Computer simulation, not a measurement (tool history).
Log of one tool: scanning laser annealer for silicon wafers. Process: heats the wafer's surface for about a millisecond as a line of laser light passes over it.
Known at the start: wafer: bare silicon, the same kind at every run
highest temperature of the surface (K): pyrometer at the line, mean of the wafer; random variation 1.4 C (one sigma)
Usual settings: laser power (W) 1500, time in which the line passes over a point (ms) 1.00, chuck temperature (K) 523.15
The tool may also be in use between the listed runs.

run    hour  laser power (W)  time in which the line passes over a point (ms)  chuck temperature (K)  highest temperature of the surface (K)
  1     0.0             1500                                             1.00                 523.15                                 1204.15
  2    63.3             1500                                             1.00                 523.15                                 1203.15
       99.3  -- window over the wafer cleaned
  3   105.5             1500                                             1.00                 523.15                                 1226.15
  4   165.8             1500                                             1.00                 523.15                                 1224.15
  5   215.9             1500                                             1.00                 523.15                                 1222.15
  6   298.3             1500                                             1.00                 523.15                                 1220.15
  7   371.1             1500                                             1.00                 523.15                                 1215.15
  8   450.1             1500                                             1.00                 523.15                                 1214.15
  9   530.6             1319                                             1.00                 523.15                                 1124.15
 10   598.0             1500                                             1.00                 548.15                                 1233.15
 11   662.6             1500                                             1.00                 523.15                                 1206.15
 12   701.8             1647                                             1.00                 523.15                                 1274.15
 13   775.1             1647                                             1.17                 523.15                                 1339.15
 14   821.4             1647                                             1.17                 523.15                                 1338.15
      871.6  -- window over the wafer cleaned
 15   893.0             1373                                             0.88                 523.15                                 1119.15
 16   973.2             1282                                             0.79                 535.15                                 1055.15
 17  1015.4             1529                                             1.07                 527.15                                 1266.15
 18  1051.6             1495                                             0.91                 523.15                                 1182.15
 19  1139.6             1431                                             0.91                 523.15                                 1151.15
 20  1212.5             1571                                             1.15                 500.15                                 1285.15
 21  1293.1             1476                                             1.00                 505.15                                 1183.15

Forecast each of these 4 alternatives for the next run:
  A  1333.8             1294                                             0.81                 505.15                                       ?
  B  1333.8             1484                                             0.80                 527.15                                       ?
  C  1333.8             1363                                             1.12                 532.15                                       ?
  D  1333.8             1395                                             0.94                 555.15                                       ?

run  highest temperature of the surface (K)
  A                                 1027.15
  B                                 1125.15
  C                                 1193.15
  D                                 1169.15
Without the tool's hidden state the same runs would have given:
run  highest temperature of the surface (K)
  A                                 1042.15
  B                                 1141.15
  C                                 1212.15
  D                                 1186.15
